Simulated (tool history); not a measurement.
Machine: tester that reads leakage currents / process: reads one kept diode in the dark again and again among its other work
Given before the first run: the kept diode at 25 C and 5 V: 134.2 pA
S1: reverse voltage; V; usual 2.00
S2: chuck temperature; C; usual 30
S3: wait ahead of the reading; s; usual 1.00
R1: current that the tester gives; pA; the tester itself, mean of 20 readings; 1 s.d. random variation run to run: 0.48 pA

run     day     S1  S2    S3       R1
  1   0.000   2.00  30  1.00   159.57
  2   1.354   2.00  30  1.00   158.42
  3   2.192   2.00  30  0.44   159.50
  4   3.254   2.00  30  1.00   159.42
  5   4.467   2.00  30  1.00   158.78
  6   5.079  13.96  30  1.00   311.87
  7   6.262  13.96  30  1.00   312.29
  8   7.117   2.00  59  1.00  1939.53
  9   8.092   2.00  59  2.15  1941.59
 10   9.554   2.00  59  2.15  1945.59
 11  10.383   2.00  53  1.00  1199.77
 12  11.362   2.00  53  1.00  1205.12
 13  12.538   2.00  30  1.00   159.66
 14  13.283   2.00  30  1.00   160.28
 15  14.412   2.00  30  1.00   159.16
 16  15.588   2.00  30  1.00   159.83
 17  16.754   2.00  30  1.00   159.81
 18  17.475   2.00  30  1.00   159.84
 19  18.779   2.00  30  1.00   159.30
 20  19.396   2.00  30  0.89   159.70
 21  20.092   2.76  36  1.61   309.83
 22  21.208   4.57  43  1.49   683.23
 23  22.238   4.68  30  3.97   213.77
 24  23.471   2.00  23  0.38    81.72
 25  24.779  19.53  32  3.38   416.88
 26  25.850  19.53  32  3.38   418.34
 27  27.192   2.00  30  1.42   159.20
 28  28.362   1.99  24  1.00    90.04
 29  29.767   2.28  35  2.81   265.96
 30  30.475   3.50  38  2.10   400.98
 31  31.621   3.50  38  2.10   401.78
 32  32.446   2.00  21  2.46    66.54
 33  33.400  13.22  39  1.06   697.28
 34  34.054   4.21  27  6.05   154.02
 35  35.508   3.84  30  1.00   199.83

Predict each of these 3 candidate next runs independently; none follows another, all start after run 35:
  A  36.167   3.84  30  2.62   ?
  B  36.167  18.90  39  1.00   ?
  C  36.167   2.00  30  2.22   ?

run      R1
  A  200.00
  B  788.05
  C  159.54
Stripped of hidden state, with their random variation kept, the same runs would have yielded:
run      R1
  A  199.66
  B  786.76
  C  159.28

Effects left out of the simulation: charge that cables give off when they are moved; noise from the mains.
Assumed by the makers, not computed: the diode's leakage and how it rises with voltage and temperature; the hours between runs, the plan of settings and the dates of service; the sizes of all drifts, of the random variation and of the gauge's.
